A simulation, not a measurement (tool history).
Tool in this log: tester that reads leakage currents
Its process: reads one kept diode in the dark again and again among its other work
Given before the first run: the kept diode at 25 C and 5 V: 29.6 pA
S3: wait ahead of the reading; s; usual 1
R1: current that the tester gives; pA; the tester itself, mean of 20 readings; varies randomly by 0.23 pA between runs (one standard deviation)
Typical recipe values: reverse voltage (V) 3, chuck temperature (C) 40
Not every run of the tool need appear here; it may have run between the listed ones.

run 1 day=0 | reverse_voltage_(V)=3 chuck_temperature_(C)=40 S3=1 | R1=70
run 2 day=1.562 | reverse_voltage_(V)=3 chuck_temperature_(C)=40 S3=1 | R1=69.38
run 3 day=2.612 | reverse_voltage_(V)=3 chuck_temperature_(C)=36 S3=1 | R1=53.2
run 4 day=4.112 | reverse_voltage_(V)=3 chuck_temperature_(C)=40 S3=1 | R1=69.74
run 5 day=5.5 | reverse_voltage_(V)=3 chuck_temperature_(C)=40 S3=1 | R1=69.21
run 6 day=6.175 | reverse_voltage_(V)=3 chuck_temperature_(C)=40 S3=1 | R1=69.09
run 7 day=7.596 | reverse_voltage_(V)=3 chuck_temperature_(C)=40 S3=1 | R1=69.13
run 8 day=9.196 | reverse_voltage_(V)=3 chuck_temperature_(C)=40 S3=1 | R1=69.21
run 9 day=10.704 | reverse_voltage_(V)=3 chuck_temperature_(C)=40 S3=1 | R1=68.68
run 10 day=11.788 | reverse_voltage_(V)=2.84 chuck_temperature_(C)=40 S3=1 | R1=67.68
run 11 day=13.379 | reverse_voltage_(V)=2.84 chuck_temperature_(C)=40 S3=1 | R1=67.59
run 12 day=14.729 | reverse_voltage_(V)=8.79 chuck_temperature_(C)=41 S3=0.71 | R1=106.55
run 13 day=16.217 | reverse_voltage_(V)=8.79 chuck_temperature_(C)=41 S3=0.71 | R1=106.67
run 14 day=17.546 | reverse_voltage_(V)=8.79 chuck_temperature_(C)=41 S3=0.71 | R1=106.49
run 15 day=18.229 | reverse_voltage_(V)=3 chuck_temperature_(C)=40 S3=0.37 | R1=70.1
run 16 day=19.358 | reverse_voltage_(V)=3.24 chuck_temperature_(C)=30 S3=8.06 | R1=34.09
run 17 day=20.608 | reverse_voltage_(V)=3.75 chuck_temperature_(C)=44 S3=6.94 | R1=94.74

What if the next run were any one of these 4? Each begins from the tool's condition after run 17:
run A day=22.096 | reverse_voltage_(V)=11.97 chuck_temperature_(C)=52 S3=0.47 | R1=?
run B day=22.096 | reverse_voltage_(V)=1.22 chuck_temperature_(C)=56 S3=2.06 | R1=?
run C day=22.096 | reverse_voltage_(V)=5.7 chuck_temperature_(C)=40 S3=1 | R1=?
run D day=22.096 | reverse_voltage_(V)=18.23 chuck_temperature_(C)=40 S3=0.76 | R1=?

run=A R1=240.19
run=B R1=145.9
run=C R1=84.18
run=D R1=129.35
Had the tool no hidden state, the same runs would have come out as:
run=A R1=265.47
run=B R1=163.91
run=C R1=93.51
run=D R1=139.14
